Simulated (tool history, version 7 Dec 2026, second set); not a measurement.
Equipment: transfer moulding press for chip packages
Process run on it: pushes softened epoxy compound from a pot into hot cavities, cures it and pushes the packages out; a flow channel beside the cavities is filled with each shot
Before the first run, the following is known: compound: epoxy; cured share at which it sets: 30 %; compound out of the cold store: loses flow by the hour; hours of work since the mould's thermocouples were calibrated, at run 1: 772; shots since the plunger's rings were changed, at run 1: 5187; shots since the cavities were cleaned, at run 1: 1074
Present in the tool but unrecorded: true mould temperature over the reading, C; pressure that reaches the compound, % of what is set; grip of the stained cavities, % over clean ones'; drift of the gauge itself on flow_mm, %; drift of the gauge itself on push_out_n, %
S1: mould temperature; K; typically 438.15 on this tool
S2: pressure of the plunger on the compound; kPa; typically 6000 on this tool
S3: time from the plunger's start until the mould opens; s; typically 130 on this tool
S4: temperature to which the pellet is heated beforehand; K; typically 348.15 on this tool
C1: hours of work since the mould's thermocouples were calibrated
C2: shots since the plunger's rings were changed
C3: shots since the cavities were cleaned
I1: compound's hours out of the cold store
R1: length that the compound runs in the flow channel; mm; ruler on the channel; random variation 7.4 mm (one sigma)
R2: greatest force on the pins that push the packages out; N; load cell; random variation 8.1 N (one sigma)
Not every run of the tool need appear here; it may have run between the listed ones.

run 1 hour=0 | S1=438.15 S2=6000 S3=130 S4=348.15 | C1=772 C2=5187 C3=1074 | I1=15.7 | R1=822 R2=348
-- hour=8.8 cavities cleaned with cleaning compound and waxed
run 2 hour=83.4 | S1=438.15 S2=6000 S3=130 S4=348.15 | C1=808 C2=5756 C3=519 | I1=35.9 | R1=717 R2=340
-- hour=143 mould's thermocouples calibrated
run 3 hour=145.5 | S1=438.15 S2=6000 S3=130 S4=341.15 | C1=1 C2=6173 C3=936 | I1=13 | R1=828 R2=358
-- hour=171.3 cavities cleaned with cleaning compound and waxed
-- hour=192.1 plunger's sealing rings changed
run 4 hour=212.2 | S1=438.15 S2=6000 S3=130 S4=341.15 | C1=29 C2=140 C3=266 | I1=42.2 | R1=710 R2=328
run 5 hour=257.3 | S1=435.15 S2=6000 S3=130 S4=348.15 | C1=49 C2=454 C3=580 | I1=29.6 | R1=762 R2=367
run 6 hour=324.7 | S1=438.15 S2=6000 S3=130 S4=348.15 | C1=79 C2=922 C3=1048 | I1=21 | R1=820 R2=336
-- hour=334.2 cavities cleaned with cleaning compound and waxed
run 7 hour=395.4 | S1=438.15 S2=6000 S3=130 S4=348.15 | C1=110 C2=1403 C3=425 | I1=21.5 | R1=797 R2=337
run 8 hour=443.1 | S1=438.15 S2=6000 S3=130 S4=348.15 | C1=131 C2=1734 C3=756 | I1=45.5 | R1=697 R2=336
-- hour=498.1 cavities cleaned with cleaning compound and waxed
run 9 hour=521 | S1=438.15 S2=6000 S3=130 S4=348.15 | C1=165 C2=2265 C3=159 | I1=11.3 | R1=844 R2=342
run 10 hour=593 | S1=438.15 S2=4670 S3=130 S4=348.15 | C1=198 C2=2765 C3=659 | I1=12.5 | R1=743 R2=352
run 11 hour=632.7 | S1=438.15 S2=6000 S3=127 S4=348.15 | C1=215 C2=3042 C3=936 | I1=25.2 | R1=772 R2=359
-- hour=660.2 cavities cleaned with cleaning compound and waxed
run 12 hour=675.3 | S1=438.15 S2=6000 S3=127 S4=348.15 | C1=234 C2=3327 C3=105 | I1=39.4 | R1=717 R2=358
run 13 hour=721.2 | S1=438.15 S2=6000 S3=130 S4=348.15 | C1=254 C2=3646 C3=424 | I1=41.2 | R1=711 R2=326
run 14 hour=780.7 | S1=438.15 S2=6000 S3=130 S4=348.15 | C1=281 C2=4059 C3=837 | I1=9.3 | R1=860 R2=353
-- hour=819.7 cavities cleaned with cleaning compound and waxed
run 15 hour=831.4 | S1=438.15 S2=6000 S3=130 S4=348.15 | C1=303 C2=4402 C3=82 | I1=39.8 | R1=707 R2=333
run 16 hour=883.9 | S1=441.15 S2=5210 S3=129 S4=343.15 | C1=326 C2=4766 C3=446 | I1=24.1 | R1=717 R2=320
run 17 hour=924.2 | S1=441.15 S2=5210 S3=129 S4=343.15 | C1=344 C2=5046 C3=726 | I1=31.8 | R1=698 R2=318
run 18 hour=965.4 | S1=441.15 S2=5210 S3=129 S4=343.15 | C1=362 C2=5332 C3=1012 | I1=11.2 | R1=778 R2=324
-- hour=979.3 cavities cleaned with cleaning compound and waxed
run 19 hour=1051.8 | S1=440.15 S2=6620 S3=130 S4=348.15 | C1=400 C2=5923 C3=504 | I1=32.5 | R1=781 R2=338
run 20 hour=1110.7 | S1=444.15 S2=6260 S3=130 S4=348.15 | C1=426 C2=6332 C3=913 | I1=46.8 | R1=702 R2=305
-- hour=1132.4 plunger's sealing rings changed
-- hour=1145.1 cavities cleaned with cleaning compound and waxed
run 21 hour=1183.4 | S1=445.15 S2=6150 S3=132 S4=358.15 | C1=457 C2=344 C3=266 | I1=42.3 | R1=709 R2=307
run 22 hour=1219.9 | S1=445.15 S2=6150 S3=132 S4=358.15 | C1=473 C2=598 C3=520 | I1=40.3 | R1=702 R2=312
run 23 hour=1261.3 | S1=445.15 S2=6150 S3=132 S4=358.15 | C1=492 C2=886 C3=808 | I1=29.4 | R1=753 R2=304
-- hour=1309 cavities cleaned with cleaning compound and waxed
run 24 hour=1326.4 | S1=444.15 S2=6000 S3=130 S4=348.15 | C1=520 C2=1328 C3=121 | I1=28.4 | R1=735 R2=315
run 25 hour=1370.2 | S1=438.15 S2=4730 S3=130 S4=348.15 | C1=540 C2=1632 C3=425 | I1=40.7 | R1=634 R2=343
run 26 hour=1416 | S1=438.15 S2=6000 S3=130 S4=358.15 | C1=560 C2=1950 C3=743 | I1=33.1 | R1=751 R2=323
run 27 hour=1463.2 | S1=438.15 S2=6000 S3=130 S4=342.15 | C1=581 C2=2278 C3=1071 | I1=9.3 | R1=861 R2=346

Below are 5 alternative next runs, each starting from the tool's condition after run 27. Predict each:
-- hour=1470.5 cavities cleaned with cleaning compound and waxed
run A hour=1503.8 | S1=439.15 S2=5540 S3=116 S4=348.15 | C1=599 C2=2550 C3=231 | I1=26.1 | R1=? R2=?
-- hour=1470.5 cavities cleaned with cleaning compound and waxed
run B hour=1503.8 | S1=435.15 S2=6000 S3=112 S4=346.15 | C1=599 C2=2550 C3=231 | I1=13.8 | R1=? R2=?
-- hour=1470.5 cavities cleaned with cleaning compound and waxed
run C hour=1503.8 | S1=445.15 S2=6000 S3=130 S4=341.15 | C1=599 C2=2550 C3=231 | I1=40.9 | R1=? R2=?
-- hour=1470.5 cavities cleaned with cleaning compound and waxed
run D hour=1503.8 | S1=441.15 S2=7410 S3=158 S4=342.15 | C1=599 C2=2550 C3=231 | I1=14.2 | R1=? R2=?
-- hour=1470.5 cavities cleaned with cleaning compound and waxed
run E hour=1503.8 | S1=438.15 S2=6000 S3=160 S4=342.15 | C1=599 C2=2550 C3=231 | I1=8.2 | R1=? R2=?

run=A R1=745 R2=374
run=B R1=840 R2=521
run=C R1=699 R2=303
run=D R1=901 R2=303
run=E R1=856 R2=307
Had the tool no hidden state, the same runs would have come out as:
run=A R1=745 R2=372
run=B R1=841 R2=519
run=C R1=699 R2=302
run=D R1=902 R2=301
run=E R1=856 R2=306
